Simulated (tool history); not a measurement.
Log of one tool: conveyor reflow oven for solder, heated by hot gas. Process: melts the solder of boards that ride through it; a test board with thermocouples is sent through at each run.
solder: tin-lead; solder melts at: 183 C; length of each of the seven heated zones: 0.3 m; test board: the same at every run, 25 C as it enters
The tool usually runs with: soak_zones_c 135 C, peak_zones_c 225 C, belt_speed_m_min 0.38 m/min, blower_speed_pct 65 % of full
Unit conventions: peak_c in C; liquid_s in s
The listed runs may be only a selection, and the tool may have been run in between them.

{"run": 1, "hour": 0.0, "soak_zones_c": 135, "peak_zones_c": 225, "belt_speed_m_min": 0.38, "blower_speed_pct": 65, "peak_c": 206.5, "liquid_s": 56.7}
{"run": 2, "hour": 11.8, "soak_zones_c": 135, "peak_zones_c": 219, "belt_speed_m_min": 0.38, "blower_speed_pct": 65, "peak_c": 200.4, "liquid_s": 48.5}
{"run": 3, "hour": 28.4, "soak_zones_c": 135, "peak_zones_c": 225, "belt_speed_m_min": 0.38, "blower_speed_pct": 65, "peak_c": 206.2, "liquid_s": 57}
{"run": 4, "hour": 36.6, "soak_zones_c": 135, "peak_zones_c": 225, "belt_speed_m_min": 0.38, "blower_speed_pct": 56, "peak_c": 204.1, "liquid_s": 53.3}
{"run": 5, "hour": 51.2, "soak_zones_c": 135, "peak_zones_c": 225, "belt_speed_m_min": 0.38, "blower_speed_pct": 56, "peak_c": 204, "liquid_s": 52.7}
{"run": 6, "hour": 65.0, "soak_zones_c": 135, "peak_zones_c": 225, "belt_speed_m_min": 0.38, "blower_speed_pct": 56, "peak_c": 204.2, "liquid_s": 51.8}
{"run": 7, "hour": 75.7, "soak_zones_c": 135, "peak_zones_c": 225, "belt_speed_m_min": 0.38, "blower_speed_pct": 56, "peak_c": 203.8, "liquid_s": 51.8}
{"run": 8, "hour": 91.8, "soak_zones_c": 135, "peak_zones_c": 220, "belt_speed_m_min": 0.36, "blower_speed_pct": 56, "peak_c": 201.2, "liquid_s": 51.2}
{"run": 9, "hour": 102.1, "soak_zones_c": 135, "peak_zones_c": 238, "belt_speed_m_min": 0.377, "blower_speed_pct": 56, "peak_c": 213.8, "liquid_s": 66.4}
{"run": 10, "hour": 112.9, "soak_zones_c": 143, "peak_zones_c": 222, "belt_speed_m_min": 0.38, "blower_speed_pct": 64, "peak_c": 205.1, "liquid_s": 58.1}
{"run": 11, "hour": 129.8, "soak_zones_c": 143, "peak_zones_c": 222, "belt_speed_m_min": 0.38, "blower_speed_pct": 64, "peak_c": 204.2, "liquid_s": 56.7}
{"run": 12, "hour": 141.4, "soak_zones_c": 135, "peak_zones_c": 225, "belt_speed_m_min": 0.378, "blower_speed_pct": 65, "peak_c": 205.7, "liquid_s": 55.6}
{"run": 13, "hour": 157.1, "soak_zones_c": 135, "peak_zones_c": 225, "belt_speed_m_min": 0.454, "blower_speed_pct": 65, "peak_c": 198.6, "liquid_s": 34.5}
{"run": 14, "hour": 170.9, "soak_zones_c": 135, "peak_zones_c": 225, "belt_speed_m_min": 0.454, "blower_speed_pct": 65, "peak_c": 198.5, "liquid_s": 34.4}

The logged runs with the hidden state left out (each run's random variation unchanged):
What the log doesn't record here: heat that the gas passes to the board, % of a clean oven's; belt's true speed, % of the reading; true gas temperature in zones 6 and 7 over the reading, C; drift of the gauge itself on peak_c, C; drift of the gauge itself on liquid_s, %.
run=1 peak_c=209.4 liquid_s=61.4
run=2 peak_c=203.1 liquid_s=54.1
run=3 peak_c=209.3 liquid_s=62.1
run=4 peak_c=207 liquid_s=58.6
run=5 peak_c=207.1 liquid_s=58.1
run=6 peak_c=207.3 liquid_s=57.4
run=7 peak_c=207 liquid_s=57.5
run=8 peak_c=204.2 liquid_s=57.4
run=9 peak_c=217.4 liquid_s=70.8
run=10 peak_c=208.3 liquid_s=63.9
run=11 peak_c=207.5 liquid_s=62.7
run=12 peak_c=209.5 liquid_s=61.9
run=13 peak_c=203.3 liquid_s=42.2
run=14 peak_c=203.3 liquid_s=42.5

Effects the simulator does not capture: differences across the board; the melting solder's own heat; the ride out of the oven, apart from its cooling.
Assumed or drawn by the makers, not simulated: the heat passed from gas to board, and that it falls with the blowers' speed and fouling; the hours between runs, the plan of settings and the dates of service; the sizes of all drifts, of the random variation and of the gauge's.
